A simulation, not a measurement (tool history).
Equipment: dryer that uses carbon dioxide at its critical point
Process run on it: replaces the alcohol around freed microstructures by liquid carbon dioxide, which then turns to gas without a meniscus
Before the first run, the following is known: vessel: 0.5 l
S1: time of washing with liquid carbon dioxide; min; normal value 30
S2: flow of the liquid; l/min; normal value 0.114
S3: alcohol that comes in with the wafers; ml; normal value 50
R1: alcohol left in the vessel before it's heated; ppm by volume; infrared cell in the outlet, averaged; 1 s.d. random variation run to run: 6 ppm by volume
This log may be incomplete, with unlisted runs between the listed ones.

| run | hour | S1 | S2 | S3 | R1 |
|---|---|---|---|---|---|
| 1 | 0.0 | 30 | 0.114 | 50 | 241 |
| 2 | 42.1 | 30 | 0.114 | 22 | 134 |
| 3 | 61.6 | 30 | 0.114 | 22 | 126 |
| 4 | 93.5 | 30 | 0.114 | 22 | 126 |
| 5 | 114.3 | 30 | 0.114 | 22 | 127 |
| 6 | 151.7 | 30 | 0.114 | 22 | 139 |
| 7 | 171.9 | 30 | 0.114 | 22 | 131 |
| 8 | 199.8 | 30 | 0.114 | 22 | 140 |
| 9 | 232.0 | 28 | 0.114 | 22 | 194 |
| 10 | 274.7 | 28 | 0.114 | 22 | 204 |
|  | 295.4 | purifier's bed changed |
| 11 | 310.8 | 28 | 0.114 | 22 | 178 |
| 12 | 342.7 | 30 | 0.114 | 53 | 293 |
| 13 | 388.0 | 30 | 0.114 | 24 | 128 |
| 14 | 420.1 | 30 | 0.114 | 24 | 145 |
| 15 | 442.6 | 30 | 0.114 | 50 | 293 |
| 16 | 489.0 | 30 | 0.114 | 50 | 307 |
| 17 | 531.6 | 30 | 0.114 | 65 | 408 |
| 18 | 572.9 | 30 | 0.114 | 65 | 426 |
|  | 596.6 | inlet filter changed |
| 19 | 599.8 | 30 | 0.114 | 65 | 311 |
| 20 | 633.0 | 42 | 0.114 | 58 | 32 |
| 21 | 656.0 | 42 | 0.114 | 58 | 39 |
| 22 | 702.7 | 30 | 0.122 | 52 | 176 |
| 23 | 736.2 | 30 | 0.076 | 61 | 2310 |
| 24 | 760.0 | 31 | 0.071 | 44 | 1878 |
| 25 | 807.1 | 39 | 0.071 | 76 | 1227 |
| 26 | 850.1 | 35 | 0.075 | 35 | 766 |
| 27 | 882.4 | 35 | 0.075 | 35 | 750 |
| 28 | 913.7 | 35 | 0.075 | 35 | 771 |
| 29 | 958.0 | 19 | 0.107 | 50 | 3125 |
| 30 | 998.2 | 19 | 0.089 | 50 | 5639 |
| 31 | 1033.2 | 18 | 0.111 | 50 | 3351 |
| 32 | 1071.9 | 18 | 0.111 | 50 | 3479 |
| 33 | 1096.3 | 41 | 0.164 | 37 | 28 |
| 34 | 1142.3 | 41 | 0.164 | 37 | 22 |
|  | 1188.9 | inlet filter changed |
| 35 | 1189.7 | 22 | 0.164 | 37 | 139 |

What would each run have given without the hidden state, its run-to-run variation left as it was?
Hidden state present: flow that reaches the vessel past the clogged filter, %; alcohol in the recycled carbon dioxide, ppm; drift of the gauge itself on alcohol_ppm, %.
| run | R1 |
|---|---|
| 1 | 215 |
| 2 | 107 |
| 3 | 97 |
| 4 | 94 |
| 5 | 93 |
| 6 | 101 |
| 7 | 92 |
| 8 | 100 |
| 9 | 143 |
| 10 | 149 |
| 11 | 146 |
| 12 | 233 |
| 13 | 95 |
| 14 | 109 |
| 15 | 218 |
| 16 | 222 |
| 17 | 286 |
| 18 | 291 |
| 19 | 294 |
| 20 | 23 |
| 21 | 29 |
| 22 | 151 |
| 23 | 2124 |
| 24 | 1716 |
| 25 | 1066 |
| 26 | 653 |
| 27 | 628 |
| 28 | 636 |
| 29 | 2670 |
| 30 | 4889 |
| 31 | 2788 |
| 32 | 2853 |
| 33 | 10 |
| 34 | 2 |
| 35 | 119 |
